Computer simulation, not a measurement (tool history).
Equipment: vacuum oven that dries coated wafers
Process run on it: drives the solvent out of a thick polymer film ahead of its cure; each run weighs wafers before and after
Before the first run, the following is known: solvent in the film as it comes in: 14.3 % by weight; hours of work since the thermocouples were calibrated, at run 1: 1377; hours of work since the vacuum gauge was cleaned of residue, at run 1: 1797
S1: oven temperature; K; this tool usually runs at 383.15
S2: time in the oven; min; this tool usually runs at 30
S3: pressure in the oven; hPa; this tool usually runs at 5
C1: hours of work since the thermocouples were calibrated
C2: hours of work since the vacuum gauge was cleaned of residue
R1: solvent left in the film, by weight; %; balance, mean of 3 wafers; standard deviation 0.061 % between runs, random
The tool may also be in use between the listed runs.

| run | hour | S1 | S2 | S3 | C1 | C2 | R1 |
|---|---|---|---|---|---|---|---|
| 1 | 0 | 383.15 | 30 | 5 | 1377 | 1797 | 4.67 |
| 2 | 44.3 | 383.15 | 30 | 5 | 1408 | 1828 | 4.66 |
| 3 | 121.3 | 383.15 | 30 | 2.52 | 1462 | 1882 | 4.52 |
| 4 | 181.7 | 383.15 | 30 | 2.52 | 1504 | 1924 | 4.52 |
| 5 | 251.1 | 383.15 | 30 | 2.52 | 1553 | 1973 | 4.49 |
| 6 | 309.8 | 383.15 | 30 | 2.52 | 1594 | 2014 | 4.54 |
|  | 352.4 | oven's thermocouples calibrated |
| 7 | 358.1 | 383.15 | 30 | 2.52 | 4 | 2046 | 3.65 |
| 8 | 432.2 | 383.15 | 41 | 5 | 56 | 2098 | 2.85 |
| 9 | 517.2 | 383.15 | 41 | 5 | 115 | 2158 | 2.83 |
| 10 | 581.9 | 383.15 | 41 | 5 | 161 | 2203 | 2.76 |
| 11 | 655.6 | 383.15 | 41 | 5 | 212 | 2254 | 2.87 |
| 12 | 720.6 | 383.15 | 41 | 5 | 258 | 2300 | 2.73 |
| 13 | 796 | 383.15 | 41 | 5 | 310 | 2353 | 3.01 |
| 14 | 860.5 | 383.15 | 41 | 5 | 356 | 2398 | 2.91 |
| 15 | 913.2 | 383.15 | 41 | 5 | 392 | 2435 | 2.91 |
| 16 | 995.3 | 383.15 | 41 | 5 | 450 | 2492 | 3 |
| 17 | 1051.6 | 383.15 | 41 | 5 | 489 | 2531 | 3.04 |
| 18 | 1115.2 | 383.15 | 30 | 2.81 | 534 | 2576 | 3.89 |
| 19 | 1163.9 | 383.15 | 30 | 2.81 | 568 | 2610 | 3.96 |
| 20 | 1239.6 | 383.15 | 30 | 5 | 621 | 2663 | 4.2 |
| 21 | 1292.1 | 383.15 | 30 | 5 | 658 | 2700 | 4.27 |
| 22 | 1345 | 378.15 | 30 | 6.65 | 695 | 2737 | 5.7 |
| 23 | 1421.5 | 378.15 | 30 | 6.65 | 748 | 2790 | 5.9 |
| 24 | 1499.8 | 393.15 | 21 | 6.65 | 803 | 2845 | 3.32 |
|  | 1514.5 | vacuum gauge cleaned of residue and calibrated |
| 25 | 1549.9 | 393.15 | 21 | 6.65 | 837 | 25 | 2.79 |
| 26 | 1586.8 | 393.15 | 21 | 6.65 | 863 | 51 | 2.78 |
| 27 | 1665.2 | 389.15 | 18 | 9.88 | 918 | 105 | 4.59 |
| 28 | 1715 | 389.15 | 18 | 9.88 | 952 | 140 | 4.53 |
| 29 | 1757.2 | 389.15 | 18 | 9.88 | 982 | 170 | 4.63 |
| 30 | 1808.4 | 389.15 | 18 | 9.88 | 1018 | 206 | 4.6 |
| 31 | 1879.7 | 395.15 | 25 | 15.04 | 1068 | 256 | 2.33 |
| 32 | 1929.4 | 395.15 | 25 | 15.04 | 1102 | 290 | 2.31 |
| 33 | 2016.3 | 378.15 | 30 | 13.68 | 1163 | 351 | 6.01 |
| 34 | 2080.1 | 378.15 | 30 | 13.68 | 1208 | 396 | 6.02 |
| 35 | 2158.6 | 383.15 | 20 | 4.44 | 1263 | 451 | 5.58 |
| 36 | 2217.8 | 383.15 | 30 | 3.57 | 1304 | 492 | 3.8 |
| 37 | 2292 | 382.15 | 30 | 4.04 | 1356 | 544 | 4.42 |
| 38 | 2359.2 | 382.15 | 30 | 4.04 | 1403 | 591 | 4.43 |
| 39 | 2416.7 | 383.15 | 30 | 8.96 | 1443 | 631 | 4.49 |
| 40 | 2482.5 | 381.15 | 24 | 8.96 | 1489 | 677 | 5.85 |
| 41 | 2538.1 | 392.15 | 34 | 8.87 | 1528 | 716 | 1.97 |
| 42 | 2598.8 | 392.15 | 34 | 8.87 | 1571 | 759 | 1.98 |

How the hidden state differs across the entries between the runs, from the last listed run before each to the first after it:
After run 6, before run 7: oven's thermocouples calibrated (hour 352.4)
  true wafer temperature over the reading, C: -2.93 -> 0.32; true pressure over the reading, kPa: 0.62 -> 0.629
  measured result minus the result with no hidden state, R1: +1.18 -> +0.32 %
After run 24, before run 25: vacuum gauge cleaned of residue and calibrated (hour 1514.5)
  true wafer temperature over the reading, C: -1.04 -> -1.1; true pressure over the reading, kPa: 0.868 -> -0.007
  measured result minus the result with no hidden state, R1: +0.69 -> +0.24 %
